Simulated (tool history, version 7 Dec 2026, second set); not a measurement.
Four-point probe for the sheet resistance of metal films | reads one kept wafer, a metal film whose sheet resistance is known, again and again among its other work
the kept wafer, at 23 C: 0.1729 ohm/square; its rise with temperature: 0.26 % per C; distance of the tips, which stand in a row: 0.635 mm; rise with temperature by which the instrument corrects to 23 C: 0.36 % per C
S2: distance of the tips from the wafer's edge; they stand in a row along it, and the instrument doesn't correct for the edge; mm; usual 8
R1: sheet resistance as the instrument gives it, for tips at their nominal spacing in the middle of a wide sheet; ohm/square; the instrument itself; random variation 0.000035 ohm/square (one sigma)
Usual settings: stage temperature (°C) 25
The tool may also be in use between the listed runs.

run 1 hour=0.0 | stage_temperature_(°C)=25 S2=8 | R1=0.173136
run 2 hour=51.2 | stage_temperature_(°C)=25 S2=8 | R1=0.173098
run 3 hour=159.5 | stage_temperature_(°C)=25 S2=8 | R1=0.173125
run 4 hour=241.4 | stage_temperature_(°C)=25 S2=8 | R1=0.173195
-- hour=272.2 stage's thermometer calibrated
run 5 hour=307.7 | stage_temperature_(°C)=25 S2=8 | R1=0.173222
run 6 hour=426.7 | stage_temperature_(°C)=25 S2=8 | R1=0.173155
run 7 hour=499.5 | stage_temperature_(°C)=25 S2=8 | R1=0.173133
run 8 hour=589.5 | stage_temperature_(°C)=25 S2=8 | R1=0.173133
run 9 hour=650.4 | stage_temperature_(°C)=25 S2=12 | R1=0.172802
run 10 hour=721.9 | stage_temperature_(°C)=25 S2=12 | R1=0.172813
run 11 hour=782.2 | stage_temperature_(°C)=25 S2=37 | R1=0.172597
run 12 hour=853.8 | stage_temperature_(°C)=25 S2=37 | R1=0.172621
run 13 hour=905.9 | stage_temperature_(°C)=25 S2=7 | R1=0.173328
run 14 hour=981.2 | stage_temperature_(°C)=25 S2=7 | R1=0.173314
run 15 hour=1030.1 | stage_temperature_(°C)=25 S2=7 | R1=0.173391
run 16 hour=1081.1 | stage_temperature_(°C)=25 S2=17 | R1=0.172743
run 17 hour=1145.1 | stage_temperature_(°C)=31 S2=41 | R1=0.171702
run 18 hour=1225.4 | stage_temperature_(°C)=22 S2=4 | R1=0.175308
run 19 hour=1322.2 | stage_temperature_(°C)=22 S2=4 | R1=0.175384
run 20 hour=1417.8 | stage_temperature_(°C)=25 S2=7 | R1=0.173308
run 21 hour=1487.5 | stage_temperature_(°C)=25 S2=7 | R1=0.173314
run 22 hour=1594.8 | stage_temperature_(°C)=21 S2=15 | R1=0.173379

Forecast each of these 5 alternatives for the next run:
run A hour=1645.3 | stage_temperature_(°C)=20 S2=23 | R1=?
run B hour=1645.3 | stage_temperature_(°C)=26 S2=15 | R1=?
run C hour=1645.3 | stage_temperature_(°C)=21 S2=22 | R1=?
run D hour=1645.3 | stage_temperature_(°C)=29 S2=5 | R1=?
run E hour=1645.3 | stage_temperature_(°C)=25 S2=5 | R1=?

run=A R1=0.173481
run=B R1=0.172606
run=C R1=0.173366
run=D R1=0.173458
run=E R1=0.174128
Without the tool's hidden state the same runs would have given:
run=A R1=0.173469
run=B R1=0.172594
run=C R1=0.173354
run=D R1=0.173446
run=E R1=0.174115
